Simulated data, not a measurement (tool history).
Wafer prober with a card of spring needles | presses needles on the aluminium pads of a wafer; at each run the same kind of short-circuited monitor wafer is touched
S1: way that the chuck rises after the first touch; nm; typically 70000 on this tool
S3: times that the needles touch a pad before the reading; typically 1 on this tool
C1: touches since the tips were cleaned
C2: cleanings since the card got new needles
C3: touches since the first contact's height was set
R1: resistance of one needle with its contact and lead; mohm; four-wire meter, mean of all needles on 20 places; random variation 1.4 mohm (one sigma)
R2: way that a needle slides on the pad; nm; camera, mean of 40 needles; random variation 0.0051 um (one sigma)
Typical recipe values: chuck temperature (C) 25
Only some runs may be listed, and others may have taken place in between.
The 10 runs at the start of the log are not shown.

{"hour": 186.7, "done": "tips cleaned on abrasive film"}
{"run": 11, "hour": 204.4, "S1": 70000, "chuck temperature (C)": 109, "S3": 1, "C1": 5076, "C2": 30, "C3": 23646, "R1": 135, "R2": 9419}
{"hour": 216.0, "done": "tips cleaned on abrasive film"}
{"run": 12, "hour": 216.5, "S1": 70000, "chuck temperature (C)": 25, "S3": 1, "C1": 139, "C2": 31, "C3": 27114, "R1": 122, "R2": 9424}
{"run": 13, "hour": 228.5, "S1": 70000, "chuck temperature (C)": 25, "S3": 1, "C1": 3603, "C2": 31, "C3": 30578, "R1": 122, "R2": 9429}
{"run": 14, "hour": 242.9, "S1": 70000, "chuck temperature (C)": 25, "S3": 1, "C1": 7731, "C2": 31, "C3": 34706, "R1": 120, "R2": 9435}
{"hour": 244.2, "done": "tips cleaned on abrasive film"}
{"run": 15, "hour": 260.5, "S1": 70000, "chuck temperature (C)": 25, "S3": 1, "C1": 4670, "C2": 32, "C3": 39739, "R1": 121, "R2": 9433}
{"hour": 272.6, "done": "tips cleaned on abrasive film"}
{"run": 16, "hour": 272.6, "S1": 70000, "chuck temperature (C)": 25, "S3": 1, "C1": 0, "C2": 33, "C3": 43218, "R1": 119, "R2": 9455}
{"run": 17, "hour": 290.7, "S1": 57000, "chuck temperature (C)": 25, "S3": 1, "C1": 5208, "C2": 33, "C3": 48426, "R1": 123, "R2": 7716}
{"hour": 300.3, "done": "tips cleaned on abrasive film"}
{"run": 18, "hour": 316.1, "S1": 53000, "chuck temperature (C)": 25, "S3": 1, "C1": 4546, "C2": 34, "C3": 55707, "R1": 124, "R2": 7182}
{"hour": 328.9, "done": "tips cleaned on abrasive film"}
{"run": 19, "hour": 344.2, "S1": 53000, "chuck temperature (C)": 25, "S3": 2, "C1": 4410, "C2": 35, "C3": 63770, "R1": 122, "R2": 7198}
{"hour": 356.0, "done": "tips cleaned on abrasive film"}
{"run": 20, "hour": 371.7, "S1": 61000, "chuck temperature (C)": 63, "S3": 1, "C1": 4504, "C2": 36, "C3": 71640, "R1": 127, "R2": 8298}
{"hour": 384.5, "done": "tips cleaned on abrasive film"}
{"run": 21, "hour": 398.3, "S1": 61000, "chuck temperature (C)": 37, "S3": 1, "C1": 3968, "C2": 37, "C3": 79282, "R1": 121, "R2": 8318}
{"hour": 413.5, "done": "tips cleaned on abrasive film"}
{"run": 22, "hour": 427.6, "S1": 70000, "chuck temperature (C)": 25, "S3": 1, "C1": 4042, "C2": 38, "C3": 87680, "R1": 120, "R2": 9546}
{"hour": 436.7, "done": "gauge calibrated"}
{"hour": 442.9, "done": "tips cleaned on abrasive film"}
{"run": 23, "hour": 451.3, "S1": 70000, "chuck temperature (C)": 78, "S3": 1, "C1": 2409, "C2": 39, "C3": 94473, "R1": 128, "R2": 9302}
{"run": 24, "hour": 468.6, "S1": 70000, "chuck temperature (C)": 78, "S3": 1, "C1": 7399, "C2": 39, "C3": 99463, "R1": 128, "R2": 9308}
{"hour": 470.8, "done": "tips cleaned on abrasive film"}
{"run": 25, "hour": 481.7, "S1": 57000, "chuck temperature (C)": 31, "S3": 2, "C1": 3137, "C2": 40, "C3": 103212, "R1": 124, "R2": 7589}
{"hour": 499.8, "done": "tips cleaned on abrasive film"}
{"run": 26, "hour": 501.8, "S1": 85000, "chuck temperature (C)": 41, "S3": 1, "C1": 573, "C2": 41, "C3": 108957, "R1": 122, "R2": 11323}
{"hour": 512.8, "done": "height of the first contact set anew"}
{"run": 27, "hour": 525.2, "S1": 87000, "chuck temperature (C)": 75, "S3": 1, "C1": 7227, "C2": 41, "C3": 3558, "R1": 127, "R2": 11607}
{"hour": 527.8, "done": "tips cleaned on abrasive film"}
{"run": 28, "hour": 547.5, "S1": 76000, "chuck temperature (C)": 88, "S3": 1, "C1": 5678, "C2": 42, "C3": 9958, "R1": 126, "R2": 10160}
{"hour": 554.9, "done": "tips cleaned on abrasive film"}
{"run": 29, "hour": 559.9, "S1": 76000, "chuck temperature (C)": 88, "S3": 1, "C1": 1415, "C2": 43, "C3": 13480, "R1": 131, "R2": 10169}
{"hour": 583.4, "done": "tips cleaned on abrasive film"}
{"run": 30, "hour": 584.0, "S1": 76000, "chuck temperature (C)": 88, "S3": 1, "C1": 173, "C2": 44, "C3": 20406, "R1": 128, "R2": 10175}
{"run": 31, "hour": 602.5, "S1": 76000, "chuck temperature (C)": 75, "S3": 1, "C1": 5495, "C2": 44, "C3": 25728, "R1": 128, "R2": 10198}
{"hour": 610.6, "done": "tips cleaned on abrasive film"}
{"run": 32, "hour": 631.6, "S1": 65000, "chuck temperature (C)": 65, "S3": 1, "C1": 6030, "C2": 45, "C3": 34071, "R1": 126, "R2": 8729}
{"hour": 639.7, "done": "tips cleaned on abrasive film"}
{"run": 33, "hour": 649.0, "S1": 65000, "chuck temperature (C)": 65, "S3": 1, "C1": 2684, "C2": 46, "C3": 39058, "R1": 127, "R2": 8753}
{"hour": 667.0, "done": "tips cleaned on abrasive film"}
{"run": 34, "hour": 670.2, "S1": 85000, "chuck temperature (C)": 121, "S3": 2, "C1": 919, "C2": 47, "C3": 45131, "R1": 134, "R2": 11449}

Alternative continuations, all from the tool just after run 34; predict every row:
{"hour": 695.5, "done": "tips cleaned on abrasive film"}
{"run": "A", "hour": 699.8, "S1": 71000, "chuck temperature (C)": 78, "S3": 2, "C1": 1237, "C2": 48, "C3": 53627, "R1": "?", "R2": "?"}
{"hour": 695.5, "done": "tips cleaned on abrasive film"}
{"run": "B", "hour": 699.8, "S1": 87000, "chuck temperature (C)": 119, "S3": 3, "C1": 1237, "C2": 48, "C3": 53627, "R1": "?", "R2": "?"}
{"hour": 695.5, "done": "tips cleaned on abrasive film"}
{"run": "C", "hour": 699.8, "S1": 62000, "chuck temperature (C)": 121, "S3": 2, "C1": 1237, "C2": 48, "C3": 53627, "R1": "?", "R2": "?"}

run=A R1=127 R2=9580
run=B R1=135 R2=11747
run=C R1=136 R2=8356
The same runs, with their run-to-run variation unchanged, on a tool lacking any hidden condition would have given:
run=A R1=127 R2=9418
run=B R1=135 R2=11547
run=C R1=136 R2=8214

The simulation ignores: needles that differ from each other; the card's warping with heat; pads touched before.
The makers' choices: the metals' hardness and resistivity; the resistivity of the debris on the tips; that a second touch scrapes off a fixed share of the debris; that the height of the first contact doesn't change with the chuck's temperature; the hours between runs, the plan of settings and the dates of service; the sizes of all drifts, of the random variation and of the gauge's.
